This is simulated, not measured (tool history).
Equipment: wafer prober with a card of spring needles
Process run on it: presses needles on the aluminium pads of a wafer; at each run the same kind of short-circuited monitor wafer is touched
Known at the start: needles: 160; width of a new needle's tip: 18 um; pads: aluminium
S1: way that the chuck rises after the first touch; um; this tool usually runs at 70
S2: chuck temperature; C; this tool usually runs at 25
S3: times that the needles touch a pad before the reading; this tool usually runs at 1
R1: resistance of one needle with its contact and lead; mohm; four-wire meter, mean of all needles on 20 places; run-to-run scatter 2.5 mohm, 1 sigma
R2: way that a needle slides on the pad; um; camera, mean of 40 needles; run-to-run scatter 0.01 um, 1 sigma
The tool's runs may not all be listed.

{"run": 1, "hour": 0.0, "S1": 70, "S2": 25, "S3": 1, "R1": 435, "R2": 15.75}
{"hour": 15.3, "done": "tips cleaned on abrasive film"}
{"hour": 39.0, "done": "tips cleaned on abrasive film"}
{"run": 2, "hour": 39.7, "S1": 70, "S2": 25, "S3": 1, "R1": 312, "R2": 15.71}
{"hour": 63.0, "done": "tips cleaned on abrasive film"}
{"run": 3, "hour": 85.8, "S1": 70, "S2": 25, "S3": 1, "R1": 549, "R2": 15.71}
{"hour": 89.0, "done": "tips cleaned on abrasive film"}
{"hour": 114.8, "done": "tips cleaned on abrasive film"}
{"run": 4, "hour": 124.4, "S1": 70, "S2": 25, "S3": 1, "R1": 445, "R2": 15.7}
{"hour": 141.6, "done": "tips cleaned on abrasive film"}
{"hour": 165.5, "done": "tips cleaned on abrasive film"}
{"run": 5, "hour": 178.6, "S1": 70, "S2": 25, "S3": 1, "R1": 468, "R2": 15.68}
{"hour": 190.0, "done": "tips cleaned on abrasive film"}
{"hour": 218.3, "done": "tips cleaned on abrasive film"}
{"run": 6, "hour": 229.2, "S1": 70, "S2": 25, "S3": 1, "R1": 457, "R2": 15.68}
{"hour": 243.9, "done": "tips cleaned on abrasive film"}
{"run": 7, "hour": 259.7, "S1": 70, "S2": 27, "S3": 1, "R1": 480, "R2": 15.66}
{"hour": 269.6, "done": "tips cleaned on abrasive film"}
{"run": 8, "hour": 289.7, "S1": 70, "S2": 25, "S3": 1, "R1": 528, "R2": 15.64}
{"hour": 295.5, "done": "tips cleaned on abrasive film"}
{"hour": 320.8, "done": "tips cleaned on abrasive film"}
{"run": 9, "hour": 335.9, "S1": 70, "S2": 65, "S3": 1, "R1": 504, "R2": 15.62}
{"hour": 339.6, "done": "height of the first contact set anew"}
{"hour": 345.5, "done": "tips cleaned on abrasive film"}
{"run": 10, "hour": 359.6, "S1": 70, "S2": 25, "S3": 1, "R1": 489, "R2": 15.79}
{"hour": 369.3, "done": "tips cleaned on abrasive film"}
{"hour": 393.8, "done": "tips cleaned on abrasive film"}
{"run": 11, "hour": 394.7, "S1": 70, "S2": 25, "S3": 1, "R1": 329, "R2": 15.76}
{"hour": 419.1, "done": "tips cleaned on abrasive film"}
{"run": 12, "hour": 419.1, "S1": 70, "S2": 25, "S3": 1, "R1": 292, "R2": 15.77}
{"hour": 444.0, "done": "tips cleaned on abrasive film"}
{"run": 13, "hour": 459.1, "S1": 70, "S2": 25, "S3": 1, "R1": 499, "R2": 15.75}
{"hour": 471.9, "done": "tips cleaned on abrasive film"}
{"run": 14, "hour": 488.7, "S1": 70, "S2": 25, "S3": 1, "R1": 509, "R2": 15.75}
{"hour": 495.8, "done": "tips cleaned on abrasive film"}
{"run": 15, "hour": 513.3, "S1": 52, "S2": 73, "S3": 1, "R1": 641, "R2": 11.66}
{"hour": 521.0, "done": "tips cleaned on abrasive film"}
{"hour": 544.9, "done": "tips cleaned on abrasive film"}
{"run": 16, "hour": 567.3, "S1": 85, "S2": 25, "S3": 3, "R1": 338, "R2": 19.08}
{"hour": 571.2, "done": "tips cleaned on abrasive film"}
{"hour": 595.6, "done": "tips cleaned on abrasive film"}
{"run": 17, "hour": 604.7, "S1": 60, "S2": 38, "S3": 1, "R1": 501, "R2": 13.42}
{"hour": 621.2, "done": "tips cleaned on abrasive film"}
{"hour": 644.8, "done": "tips cleaned on abrasive film"}
{"run": 18, "hour": 657.7, "S1": 60, "S2": 38, "S3": 1, "R1": 546, "R2": 13.41}
{"hour": 672.2, "done": "tips cleaned on abrasive film"}
{"hour": 698.9, "done": "tips cleaned on abrasive film"}
{"run": 19, "hour": 706.5, "S1": 78, "S2": 38, "S3": 1, "R1": 393, "R2": 17.44}
{"hour": 727.1, "done": "tips cleaned on abrasive film"}
{"hour": 755.1, "done": "tips cleaned on abrasive film"}
{"run": 20, "hour": 756.7, "S1": 65, "S2": 61, "S3": 2, "R1": 329, "R2": 14.51}
{"hour": 778.9, "done": "tips cleaned on abrasive film"}
{"run": 21, "hour": 801.2, "S1": 65, "S2": 61, "S3": 2, "R1": 465, "R2": 14.5}
{"hour": 805.5, "done": "tips cleaned on abrasive film"}
{"hour": 822.5, "done": "height of the first contact set anew"}
{"hour": 830.1, "done": "tips cleaned on abrasive film"}
{"hour": 854.6, "done": "tips cleaned on abrasive film"}
{"run": 22, "hour": 854.8, "S1": 65, "S2": 61, "S3": 2, "R1": 312, "R2": 14.65}
{"hour": 878.2, "done": "tips cleaned on abrasive film"}
{"run": 23, "hour": 882.7, "S1": 70, "S2": 25, "S3": 1, "R1": 384, "R2": 15.75}
{"hour": 902.9, "done": "tips cleaned on abrasive film"}
{"hour": 930.3, "done": "tips cleaned on abrasive film"}
{"run": 24, "hour": 937.3, "S1": 66, "S2": 28, "S3": 1, "R1": 430, "R2": 14.84}
{"hour": 954.1, "done": "tips cleaned on abrasive film"}
{"hour": 979.0, "done": "tips cleaned on abrasive film"}
{"run": 25, "hour": 989.0, "S1": 66, "S2": 28, "S3": 1, "R1": 476, "R2": 14.83}
{"hour": 1003.7, "done": "tips cleaned on abrasive film"}
{"run": 26, "hour": 1013.2, "S1": 66, "S2": 28, "S3": 1, "R1": 462, "R2": 14.83}
{"hour": 1029.3, "done": "tips cleaned on abrasive film"}
{"run": 27, "hour": 1043.2, "S1": 67, "S2": 38, "S3": 1, "R1": 519, "R2": 15.04}
{"hour": 1052.7, "done": "tips cleaned on abrasive film"}
{"hour": 1078.8, "done": "tips cleaned on abrasive film"}
{"run": 28, "hour": 1097.5, "S1": 70, "S2": 25, "S3": 1, "R1": 524, "R2": 15.66}

Branching from run 28: 3 alternative next runs. What would each branch give?
{"hour": 1102.5, "done": "tips cleaned on abrasive film"}
{"hour": 1126.0, "done": "tips cleaned on abrasive film"}
{"hour": 1150.2, "done": "tips cleaned on abrasive film"}
{"run": "A", "hour": 1151.3, "S1": 89, "S2": 39, "S3": 1, "R1": "?", "R2": "?"}
{"hour": 1102.5, "done": "tips cleaned on abrasive film"}
{"hour": 1126.0, "done": "tips cleaned on abrasive film"}
{"hour": 1150.2, "done": "tips cleaned on abrasive film"}
{"run": "B", "hour": 1151.3, "S1": 70, "S2": 36, "S3": 1, "R1": "?", "R2": "?"}
{"hour": 1102.5, "done": "tips cleaned on abrasive film"}
{"hour": 1126.0, "done": "tips cleaned on abrasive film"}
{"hour": 1150.2, "done": "tips cleaned on abrasive film"}
{"run": "C", "hour": 1151.3, "S1": 59, "S2": 25, "S3": 2, "R1": "?", "R2": "?"}

run=A R1=315 R2=19.96
run=B R1=333 R2=15.66
run=C R1=327 R2=13.16
Had the tool no hidden state, the same runs would have come out as:
run=A R1=282 R2=20.11
run=B R1=282 R2=15.82
run=C R1=284 R2=13.31
